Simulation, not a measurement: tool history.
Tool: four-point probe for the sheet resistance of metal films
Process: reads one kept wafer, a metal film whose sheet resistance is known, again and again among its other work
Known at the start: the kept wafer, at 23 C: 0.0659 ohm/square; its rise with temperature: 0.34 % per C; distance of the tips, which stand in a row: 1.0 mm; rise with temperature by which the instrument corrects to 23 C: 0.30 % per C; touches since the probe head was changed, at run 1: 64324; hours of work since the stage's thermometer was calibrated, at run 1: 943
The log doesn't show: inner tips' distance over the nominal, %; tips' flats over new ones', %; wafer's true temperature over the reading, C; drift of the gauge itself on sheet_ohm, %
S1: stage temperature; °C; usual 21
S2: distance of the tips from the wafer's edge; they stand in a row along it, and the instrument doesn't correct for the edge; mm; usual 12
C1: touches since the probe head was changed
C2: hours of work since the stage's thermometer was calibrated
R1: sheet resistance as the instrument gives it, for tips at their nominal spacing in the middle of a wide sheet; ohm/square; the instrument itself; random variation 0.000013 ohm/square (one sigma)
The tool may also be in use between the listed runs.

run 1 hour=0.0 | S1=21 S2=12 | C1=64324 C2=943 | R1=0.066255
run 2 hour=131.5 | S1=21 S2=12 | C1=66133 C2=1007 | R1=0.066253
run 3 hour=256.5 | S1=20 S2=12 | C1=67852 C2=1068 | R1=0.066260
run 4 hour=323.9 | S1=20 S2=12 | C1=68779 C2=1101 | R1=0.066247
run 5 hour=434.4 | S1=25 S2=12 | C1=70298 C2=1155 | R1=0.066384
run 6 hour=510.7 | S1=25 S2=12 | C1=71348 C2=1192 | R1=0.066380
run 7 hour=590.7 | S1=25 S2=3 | C1=72448 C2=1231 | R1=0.069849
run 8 hour=667.3 | S1=26 S2=4 | C1=73501 C2=1268 | R1=0.068331
run 9 hour=800.4 | S1=32 S2=5 | C1=75332 C2=1333 | R1=0.067713
run 10 hour=863.7 | S1=32 S2=5 | C1=76202 C2=1364 | R1=0.067729
run 11 hour=937.9 | S1=32 S2=5 | C1=77223 C2=1400 | R1=0.067712

4 ways to go on from here, each from the tool as it stands after run 11. What would each give?
run A hour=1038.8 | S1=18 S2=5 | C1=78611 C2=1449 | R1=?
run B hour=1038.8 | S1=27 S2=18 | C1=78611 C2=1449 | R1=?
run C hour=1038.8 | S1=25 S2=59 | C1=78611 C2=1449 | R1=?
run D hour=1038.8 | S1=24 S2=12 | C1=78611 C2=1449 | R1=?

run=A R1=0.067342
run=B R1=0.066312
run=C R1=0.066140
run=D R1=0.066335
Without the tool's hidden state the same runs would have given:
run=A R1=0.067155
run=B R1=0.066123
run=C R1=0.065953
run=D R1=0.066147

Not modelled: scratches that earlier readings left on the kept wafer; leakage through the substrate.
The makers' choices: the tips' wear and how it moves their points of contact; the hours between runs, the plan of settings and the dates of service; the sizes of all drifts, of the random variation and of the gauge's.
